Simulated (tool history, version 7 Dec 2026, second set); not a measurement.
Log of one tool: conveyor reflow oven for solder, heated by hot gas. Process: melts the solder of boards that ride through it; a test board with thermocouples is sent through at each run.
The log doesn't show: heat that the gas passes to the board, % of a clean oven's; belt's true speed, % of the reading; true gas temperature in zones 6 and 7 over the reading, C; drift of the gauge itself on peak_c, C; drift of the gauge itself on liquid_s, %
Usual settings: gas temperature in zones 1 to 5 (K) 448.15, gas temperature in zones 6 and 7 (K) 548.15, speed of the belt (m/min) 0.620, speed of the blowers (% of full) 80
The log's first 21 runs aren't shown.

run,hour,gas temperature in zones 1 to 5 (K),gas temperature in zones 6 and 7 (K),speed of the belt (m/min),speed of the blowers (% of full),hours of work since the flux was cleaned out,hours of work since the belt drive was overhauled,hours of work since the thermocouples were changed,highest temperature of the board (K),time above the solder's melting point (s)
22,314.4,439.15,546.15,0.597,66,213,555,84,528.35,52.1
23,335.6,436.15,548.15,0.620,80,226,568,97,531.25,51.6
24,355.6,436.15,548.15,0.620,80,238,580,109,531.35,51.5
25,373.9,436.15,548.15,0.620,80,249,591,120,531.55,51.2
26,392.8,436.15,548.15,0.620,80,260,602,132,531.15,51.5
27,406.6,453.15,561.15,0.620,80,269,610,140,545.65,62.8
28,422.8,448.15,561.15,0.603,80,279,620,150,545.55,63.0
29,441.1,449.15,561.15,0.726,82,290,631,161,539.25,49.7
30,456.9,449.15,561.15,0.539,71,299,641,171,547.45,72.1
31,472.8,449.15,561.15,0.539,71,309,651,180,547.55,71.9

3 ways to go on from here, each from the tool as it stands after run 31. What would each give?
A,484.2,449.15,540.15,0.539,74,316,657,187,?,?
B,484.2,450.15,536.15,0.532,71,316,657,187,?,?
C,484.2,440.15,561.15,0.619,54,316,657,187,?,?

run,highest temperature of the board (K),time above the solder's melting point (s)
A,528.95,62.7
B,525.15,61.6
C,535.65,53.8
Without the tool's hidden state the same runs would have given:
run,highest temperature of the board (K),time above the solder's melting point (s)
A,529.65,63.1
B,525.85,62.1
C,536.75,54.2

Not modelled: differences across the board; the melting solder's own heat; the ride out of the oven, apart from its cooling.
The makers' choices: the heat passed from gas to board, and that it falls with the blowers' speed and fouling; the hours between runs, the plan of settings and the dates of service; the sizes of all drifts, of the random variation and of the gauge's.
